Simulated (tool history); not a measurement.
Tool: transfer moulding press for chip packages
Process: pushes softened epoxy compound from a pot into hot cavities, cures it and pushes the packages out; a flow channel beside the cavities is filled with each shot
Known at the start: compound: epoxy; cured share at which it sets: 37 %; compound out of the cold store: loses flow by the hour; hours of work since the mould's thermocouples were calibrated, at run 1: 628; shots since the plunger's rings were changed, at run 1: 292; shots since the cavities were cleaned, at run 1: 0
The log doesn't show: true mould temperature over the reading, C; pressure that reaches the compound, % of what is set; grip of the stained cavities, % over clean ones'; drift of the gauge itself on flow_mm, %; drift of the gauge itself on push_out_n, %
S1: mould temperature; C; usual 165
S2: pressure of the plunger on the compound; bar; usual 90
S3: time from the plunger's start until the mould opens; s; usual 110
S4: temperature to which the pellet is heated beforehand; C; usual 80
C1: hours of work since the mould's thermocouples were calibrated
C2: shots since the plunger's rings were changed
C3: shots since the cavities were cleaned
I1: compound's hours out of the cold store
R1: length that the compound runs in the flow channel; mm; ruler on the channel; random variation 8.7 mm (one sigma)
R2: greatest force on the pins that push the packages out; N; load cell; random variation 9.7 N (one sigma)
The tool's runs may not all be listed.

run,day,S1,S2,S3,S4,C1,C2,C3,I1,R1,R2
1,0,165,90,110,80,628,292,0,22.5,966,459
# day 1.296: mould's thermocouples calibrated
# day 2.167: cavities cleaned with cleaning compound and waxed
2,2.525,165,90,123,80,21,1053,115,26.4,943,478
# day 4.375: cavities cleaned with cleaning compound and waxed
3,6.233,165,90,123,80,85,2218,593,26.9,932,706
# day 6.525: cavities cleaned with cleaning compound and waxed
4,8.4,165,90,123,80,122,2891,599,47.6,824,670
# day 8.704: cavities cleaned with cleaning compound and waxed
# day 10.812: cavities cleaned with cleaning compound and waxed
5,11.971,165,90,123,80,182,3994,371,16.6,945,659
# day 13.012: cavities cleaned with cleaning compound and waxed
# day 15.042: cavities cleaned with cleaning compound and waxed
6,15.042,165,90,123,80,234,4935,0,35.9,840,374
7,16.754,165,90,123,80,264,5483,548,36.5,840,681
# day 17.179: cavities cleaned with cleaning compound and waxed
# day 17.925: plunger's sealing rings changed
# day 19.421: cavities cleaned with cleaning compound and waxed
8,20.371,173,72.4,124,76,324,762,303,28.6,803,543
# day 21.554: cavities cleaned with cleaning compound and waxed
# day 23.812: cavities cleaned with cleaning compound and waxed
9,23.812,173,72.4,124,76,382,1822,0,31,783,316
# day 26.075: cavities cleaned with cleaning compound and waxed
10,27.308,173,72.4,124,74,442,2920,394,37,744,581
# day 28.217: cavities cleaned with cleaning compound and waxed
11,29.938,165,90,120,83,487,3741,551,28.7,903,768
# day 30.312: cavities cleaned with cleaning compound and waxed
# day 32.558: cavities cleaned with cleaning compound and waxed
12,33.217,167,102.6,116,84,543,4750,211,40.2,867,536
# day 34.746: cavities cleaned with cleaning compound and waxed
13,36.3,167,102.6,116,84,596,5715,496,20.7,968,689
# day 36.754: plunger's sealing rings changed
# day 37.179: cavities cleaned with cleaning compound and waxed
# day 39.554: mould's thermocouples calibrated
# day 39.617: cavities cleaned with cleaning compound and waxed
14,40.721,167,102.6,148,84,19,1201,353,27.9,971,558

The same runs without the tool's hidden state, with the same run-to-run variation:
run,R1,R2
1,970,434
2,959,360
3,964,369
4,861,339
5,1003,375
6,904,360
7,914,356
8,809,327
9,800,314
10,773,328
11,950,390
12,927,357
13,1049,357
14,990,325

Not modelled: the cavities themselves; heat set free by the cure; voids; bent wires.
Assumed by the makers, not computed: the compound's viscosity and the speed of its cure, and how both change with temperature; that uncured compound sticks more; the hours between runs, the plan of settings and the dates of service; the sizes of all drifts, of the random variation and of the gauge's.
